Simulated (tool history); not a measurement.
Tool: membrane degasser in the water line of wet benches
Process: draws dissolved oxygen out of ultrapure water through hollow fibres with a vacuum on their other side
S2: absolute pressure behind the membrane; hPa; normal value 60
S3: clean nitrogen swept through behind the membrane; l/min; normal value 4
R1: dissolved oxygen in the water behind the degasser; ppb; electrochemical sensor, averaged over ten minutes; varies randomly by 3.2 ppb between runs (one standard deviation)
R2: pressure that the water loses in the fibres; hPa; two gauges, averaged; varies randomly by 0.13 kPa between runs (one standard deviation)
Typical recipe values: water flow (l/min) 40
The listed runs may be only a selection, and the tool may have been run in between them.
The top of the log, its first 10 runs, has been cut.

run 11 hour=669.6 | water_flow_(l/min)=40 S2=60 S3=1.74 | R1=421.5 R2=372.2
run 12 hour=733.2 | water_flow_(l/min)=40 S2=59.1 S3=4 | R1=341.8 R2=371.2
run 13 hour=791.8 | water_flow_(l/min)=40 S2=59.1 S3=4 | R1=341.6 R2=373.6
run 14 hour=857.8 | water_flow_(l/min)=40 S2=79.8 S3=4 | R1=383 R2=372.6
run 15 hour=934.9 | water_flow_(l/min)=40 S2=79.8 S3=4 | R1=391.4 R2=371
-- hour=963.9 vacuum gauge calibrated, once more
run 16 hour=1006.7 | water_flow_(l/min)=24 S2=60 S3=4 | R1=79.5 R2=224.9
run 17 hour=1058.6 | water_flow_(l/min)=24 S2=60 S3=4 | R1=82.2 R2=223.6
run 18 hour=1107.9 | water_flow_(l/min)=34 S2=149.7 S3=4 | R1=384.9 R2=317.3

Run 19 is up next; what results do you expect?
run 19 hour=1190.7 | water_flow_(l/min)=34 S2=149.7 S3=4 | R1=? R2=?

Run 19 measured R1 387.9 ppb, R2 316.8 hPa.
On a tool with no hidden condition, and with the same random variation, this run would have come out at R1 379.4 ppb, R2 312.5 hPa.

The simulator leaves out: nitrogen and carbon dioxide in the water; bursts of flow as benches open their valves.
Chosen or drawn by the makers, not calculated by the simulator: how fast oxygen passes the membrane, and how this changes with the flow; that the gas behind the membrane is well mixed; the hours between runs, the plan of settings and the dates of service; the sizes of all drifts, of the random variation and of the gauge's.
